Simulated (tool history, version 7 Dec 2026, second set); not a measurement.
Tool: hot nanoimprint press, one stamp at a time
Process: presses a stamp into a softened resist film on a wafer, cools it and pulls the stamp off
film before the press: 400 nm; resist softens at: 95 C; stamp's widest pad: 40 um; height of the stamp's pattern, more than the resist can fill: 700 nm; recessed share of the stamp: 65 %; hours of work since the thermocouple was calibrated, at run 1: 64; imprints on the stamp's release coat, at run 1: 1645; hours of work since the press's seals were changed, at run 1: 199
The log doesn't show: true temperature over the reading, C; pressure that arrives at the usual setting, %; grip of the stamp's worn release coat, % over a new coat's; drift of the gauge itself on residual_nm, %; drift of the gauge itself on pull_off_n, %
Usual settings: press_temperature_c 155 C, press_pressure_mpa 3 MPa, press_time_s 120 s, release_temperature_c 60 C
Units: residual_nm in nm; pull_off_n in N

run,hour,press_temperature_c,press_pressure_mpa,press_time_s,release_temperature_c,hours of work since the thermocouple was calibrated,imprints on the stamp's release coat,hours of work since the press's seals were changed,residual_nm,pull_off_n
1,0,155,3,120,60,64,1645,199,210.6,215
2,4.3,155,3,120,60,67,1665,201,212.2,225
3,11.6,155,3,120,60,71,1698,206,212,228
4,20.5,155,3,120,60,76,1739,211,211.9,225
5,28.8,155,3,120,60,81,1776,216,212.2,220
6,36,155,3,120,60,85,1808,220,212.9,224
7,40.6,155,3,120,60,88,1829,223,213.2,225
8,46.2,155,3,120,60,91,1855,226,213.9,218
9,53.4,166,3,120,60,96,1887,230,136.6,222
10,60.1,155,3,120,50,100,1918,234,213,264
11,64.5,155,3,120,50,102,1938,237,214.1,269
# hour 71.4: stamp cleaned and given a new release coat
12,76.6,155,3,128,60,106,23,240,208.3,214
# hour 83: gauge calibrated
13,84.4,155,3,128,60,110,59,245,206.1,216
14,88.4,155,3.62,128,60,113,77,247,192.1,211
15,94.9,155,3.62,128,60,117,106,251,191.9,217
16,103.1,155,2.49,185,62,121,143,256,195,213
17,111.1,153,3,232,60,126,180,261,180,220
18,117.9,155,3,67,58,130,210,265,256,227
19,127.2,148,3.27,67,58,136,252,270,306.5,223
20,133.3,148,3.27,67,58,139,280,274,307.6,224
21,138.4,155,2.15,120,52,142,303,277,240.5,263
22,142.6,155,2.15,120,52,145,322,279,241.7,242
23,147.4,155,1.87,120,60,147,344,282,253.1,213
24,152.2,153,3,62,60,150,366,285,280.5,220
25,159.5,153,3,62,60,155,399,289,281.8,217
# hour 160.7: gauge calibrated
26,165,160,2.46,173,46,158,424,292,162.6,280
27,169,160,3.91,67,51,160,442,295,194.2,258
28,174.3,162,2.63,67,51,163,466,298,211,265
29,182.6,162,2.63,67,51,168,503,303,211.8,249

4 ways to go on from here, each from the tool as it stands after run 29. What would each give?
A,187.5,145,3,120,60,171,526,306,?,?
B,187.5,164,3,120,60,171,526,306,?,?
C,187.5,162,2.63,67,59,171,526,306,?,?
D,187.5,155,3,120,47,171,526,306,?,?

run,residual_nm,pull_off_n
A,298.7,226
B,147.7,219
C,210.8,222
D,212.4,268
Without the tool's hidden state the same runs would have given:
run,residual_nm,pull_off_n
A,297.2,225
B,146.9,218
C,209.8,221
D,211.3,268
